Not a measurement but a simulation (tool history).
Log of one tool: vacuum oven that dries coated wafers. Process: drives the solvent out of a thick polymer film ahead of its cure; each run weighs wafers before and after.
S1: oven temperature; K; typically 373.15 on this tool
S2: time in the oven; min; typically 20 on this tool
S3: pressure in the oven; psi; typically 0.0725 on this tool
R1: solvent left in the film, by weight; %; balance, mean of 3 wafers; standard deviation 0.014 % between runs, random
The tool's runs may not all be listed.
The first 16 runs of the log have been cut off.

run   hour      S1  S2      S3    R1
 17  235.3  373.15  20   0.088  0.88
 18  246.3  373.15  20   0.088  0.87
 19  266.5  373.15  20   0.088  0.88
 20  278.4  373.15  20   0.088  0.86
 21  298.7  373.15  20   0.088  0.87
 22  310.8  373.15  20  0.0512  0.79
 23  330.2  380.15  20  0.0725  0.24
 24  345.1  380.15  20  0.0725  0.23
 25    362  369.15  18  0.0725  1.92
 26  378.3  360.15  15  0.0943  5.98
     381.5  -- vacuum gauge cleaned of residue and calibrated
 27  400.7  365.15  20  0.1297  2.73
 28    418  365.15  20  0.1297  2.73
 29  438.5  365.15  20  0.1297  2.75
 30  448.7  365.15  20  0.1297  2.73
     463.6  -- vacuum gauge cleaned of residue and calibrated, once more
 31  466.5  385.15  15  0.0608  0.18
 32    483  385.15  15  0.0608  0.15
 33  491.9  385.15  15  0.0608  0.16
 34    507  385.15  15  0.0608  0.15

Forecast run 35:
 35  529.1  381.15  11  0.0725   ?

R1: 0.91 %
With no hidden state in the tool, this same run would have given R1 1.11 %.
